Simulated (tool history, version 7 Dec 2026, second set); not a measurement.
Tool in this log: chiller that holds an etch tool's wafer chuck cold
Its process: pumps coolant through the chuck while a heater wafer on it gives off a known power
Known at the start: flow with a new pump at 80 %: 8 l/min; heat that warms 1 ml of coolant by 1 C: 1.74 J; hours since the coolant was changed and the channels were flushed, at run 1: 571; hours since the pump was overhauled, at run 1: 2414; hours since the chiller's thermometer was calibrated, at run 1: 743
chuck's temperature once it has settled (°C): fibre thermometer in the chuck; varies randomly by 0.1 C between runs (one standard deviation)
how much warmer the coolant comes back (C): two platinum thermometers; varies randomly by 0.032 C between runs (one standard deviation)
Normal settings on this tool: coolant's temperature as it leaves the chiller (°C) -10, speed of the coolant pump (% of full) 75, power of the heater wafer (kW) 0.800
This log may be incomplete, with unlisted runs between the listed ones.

run	hour	coolant's temperature as it leaves the chiller (°C)	speed of the coolant pump (% of full)	power of the heater wafer (kW)	hours since the coolant was changed and the channels were flushed	hours since the pump was overhauled	hours since the chiller's thermometer was calibrated	chuck's temperature once it has settled (°C)	how much warmer the coolant comes back (C)
1	0.0	-10	75	0.800	571	2414	743	0.5	3.69
2	97.8	-8	75	0.800	669	2512	841	2.7	3.68
3	153.8	-8	75	0.800	725	2568	897	2.7	3.66
4	268.8	-8	75	0.800	840	2683	1012	2.6	3.67
5	319.2	-8	75	0.800	890	2734	1063	2.7	3.72
6	372.3	-8	75	1.040	944	2787	1116	5.9	4.77
7	482.7	-8	75	1.040	1054	2897	1226	5.8	4.75
8	589.8	-8	75	1.040	1161	3004	1333	5.8	4.79
9	705.3	-6	75	1.040	1277	3120	1449	7.9	4.83
10	768.5	-6	75	1.040	1340	3183	1512	8.0	4.82
11	823.3	-6	75	1.040	1395	3238	1567	8.0	4.79
12	934.8	-10	75	0.518	1506	3349	1678	-3.1	2.33
13	990.4	-10	75	0.518	1562	3405	1734	-3.1	2.35
14	1091.7	-10	75	0.518	1663	3506	1835	-3.1	2.40
15	1174.4	-10	75	0.518	1746	3589	1918	-3.2	2.42
16	1254.4	-7	75	0.518	1826	3669	1998	-0.3	2.41
17	1345.5	-15	94	0.518	1917	3760	2089	-8.9	1.88
18	1418.9	-3	63	0.501	1990	3833	2162	4.4	2.73
19	1529.9	-11	77	0.475	2101	3944	2273	-4.6	2.12
20	1579.3	-11	75	0.800	2151	3994	2323	-0.3	3.70
21	1657.4	-9	75	0.800	2229	4072	2401	1.5	3.71
22	1730.3	-20	66	0.800	2301	4145	2474	-8.3	4.21
23	1839.8	-20	66	0.800	2411	4254	2583	-8.5	4.18
24	1951.4	-20	66	0.800	2523	4366	2695	-8.4	4.19
25	2014.4	-10	93	0.800	2586	4429	2758	-0.5	2.95
26	2066.3	-10	74	0.647	2637	4481	2810	-1.3	3.08
27	2127.3	-19	75	0.963	2698	4542	2871	-6.1	4.43
28	2198.5	-11	61	0.930	2770	4613	2942	3.0	5.34
29	2294.4	-10	82	0.640	2866	4709	3038	-1.9	2.71
30	2358.7	-16	79	0.800	2930	4773	3102	-5.7	3.47
31	2421.4	-5	71	0.867	2993	4836	3165	7.1	4.19
32	2494.4	-5	78	1.133	3066	4909	3238	9.8	5.01

Below are 3 alternative next runs, each starting from the tool's condition after run 32. Predict each:
A	2555.4	-10	66	0.800	3127	4970	3299	?	?
B	2555.4	-10	76	0.800	3127	4970	3299	?	?
C	2555.4	-19	91	0.405	3127	4970	3299	?	?

run	chuck's temperature once it has settled (°C)	how much warmer the coolant comes back (C)
A	1.6	4.24
B	0.6	3.61
C	-14.3	1.51
With no hidden state in the tool, these same runs would have given:
run	chuck's temperature once it has settled (°C)	how much warmer the coolant comes back (C)
A	1.6	4.23
B	0.5	3.60
C	-14.3	1.51
